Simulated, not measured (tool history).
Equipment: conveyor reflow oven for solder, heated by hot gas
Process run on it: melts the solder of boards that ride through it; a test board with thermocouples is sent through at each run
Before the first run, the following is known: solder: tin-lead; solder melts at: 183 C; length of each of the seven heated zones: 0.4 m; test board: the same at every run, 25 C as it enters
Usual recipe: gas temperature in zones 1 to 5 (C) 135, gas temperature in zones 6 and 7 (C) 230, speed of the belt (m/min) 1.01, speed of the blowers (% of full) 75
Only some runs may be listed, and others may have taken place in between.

| run | hour | gas temperature in zones 1 to 5 (C) | gas temperature in zones 6 and 7 (C) | speed of the belt (m/min) | speed of the blowers (% of full) | highest temperature of the board (C) | time above the solder's melting point (s) |
|---|---|---|---|---|---|---|---|
| 1 | 0 | 135 | 230 | 1.01 | 75 | 209.1 | 29.9 |
| 2 | 20.9 | 135 | 230 | 1.01 | 75 | 209.3 | 30 |
| 3 | 71.1 | 135 | 230 | 1.01 | 75 | 208.8 | 29.8 |
|  | 88.7 | flux residue cleaned out of gas plates and filters |
| 4 | 119.5 | 135 | 230 | 1.01 | 75 | 212.1 | 32.1 |
| 5 | 154.5 | 135 | 230 | 1.04 | 75 | 210.9 | 30.3 |
| 6 | 196.7 | 135 | 230 | 1.04 | 75 | 210.5 | 30.1 |
| 7 | 238.5 | 135 | 230 | 1.04 | 75 | 210.5 | 30 |
| 8 | 284.5 | 135 | 230 | 1.04 | 75 | 210.1 | 29.9 |
| 9 | 319.8 | 135 | 230 | 1.01 | 73 | 210.3 | 30.8 |
| 10 | 362.4 | 135 | 230 | 1.07 | 73 | 208 | 27.9 |
| 11 | 407.3 | 135 | 230 | 1.07 | 73 | 207.9 | 27.2 |
| 12 | 450 | 135 | 230 | 1.07 | 73 | 207.5 | 27.3 |
| 13 | 472.1 | 135 | 219 | 1.01 | 75 | 200.7 | 24.3 |
| 14 | 523.7 | 135 | 219 | 1.01 | 75 | 200.6 | 24.2 |
| 15 | 551.6 | 135 | 219 | 1.01 | 75 | 200.2 | 23.9 |
| 16 | 597.8 | 130 | 225 | 1.16 | 75 | 198.9 | 18.1 |
| 17 | 629.3 | 130 | 225 | 1.16 | 75 | 198.7 | 17.9 |
|  | 637.7 | belt drive overhauled, speed set with a stopwatch |
| 18 | 680.2 | 122 | 230 | 1.01 | 75 | 206.2 | 25.8 |
|  | 688.2 | flux residue cleaned out of gas plates and filters |
| 19 | 731 | 122 | 230 | 1 | 75 | 209.2 | 28.9 |
| 20 | 757.9 | 138 | 230 | 0.99 | 58 | 208.4 | 31.2 |
| 21 | 802.6 | 135 | 230 | 1.13 | 79 | 208.3 | 26.4 |
| 22 | 832.2 | 135 | 230 | 1.08 | 86 | 211 | 30 |
|  | 854.8 | thermocouples of zones 6 and 7 changed |
| 23 | 879.3 | 135 | 230 | 1.12 | 75 | 207.4 | 26.4 |
| 24 | 907.7 | 145 | 233 | 1.01 | 77 | 216.1 | 37 |
| 25 | 942.1 | 138 | 241 | 1.1 | 83 | 219.7 | 33.7 |
|  | 952.9 | belt drive overhauled, speed set with a stopwatch, once more |
| 26 | 989.2 | 138 | 241 | 1.1 | 83 | 218.4 | 32.6 |
| 27 | 1030.5 | 146 | 224 | 0.88 | 61 | 208.5 | 37 |
| 28 | 1055.4 | 135 | 230 | 1.09 | 69 | 205.5 | 25 |
| 29 | 1084.4 | 135 | 236 | 1 | 51 | 208.8 | 28.8 |
| 30 | 1114.3 | 135 | 236 | 1 | 51 | 207.7 | 28.6 |

Same runs, no hidden state in the tool, same run-to-run variation:
The hidden state here: heat that the gas passes to the board, % of a clean oven's; belt's true speed, % of the reading; true gas temperature in zones 6 and 7 over the reading, C; drift of the gauge itself on peak_c, C; drift of the gauge itself on liquid_s, %.
| run | highest temperature of the board (C) | time above the solder's melting point (s) |
|---|---|---|
| 1 | 212 | 31.9 |
| 2 | 212.3 | 32.1 |
| 3 | 212.1 | 32.1 |
| 4 | 212.5 | 32.1 |
| 5 | 211.4 | 30.4 |
| 6 | 211.3 | 30.4 |
| 7 | 211.5 | 30.4 |
| 8 | 211.4 | 30.5 |
| 9 | 211.7 | 31.5 |
| 10 | 209.7 | 28.8 |
| 11 | 209.9 | 28.4 |
| 12 | 209.7 | 28.7 |
| 13 | 202.8 | 26.1 |
| 14 | 203 | 26.3 |
| 15 | 202.7 | 26.1 |
| 16 | 202.2 | 20.6 |
| 17 | 202.1 | 20.6 |
| 18 | 209.7 | 28 |
| 19 | 209.8 | 28.8 |
| 20 | 209 | 31.1 |
| 21 | 209.3 | 26.6 |
| 22 | 212.3 | 30.2 |
| 23 | 208.2 | 26.5 |
| 24 | 217 | 36.9 |
| 25 | 221 | 33.7 |
| 26 | 220.6 | 33.7 |
| 27 | 210.2 | 38.5 |
| 28 | 207.8 | 26.8 |
| 29 | 211.1 | 30.6 |
| 30 | 210.1 | 30.4 |
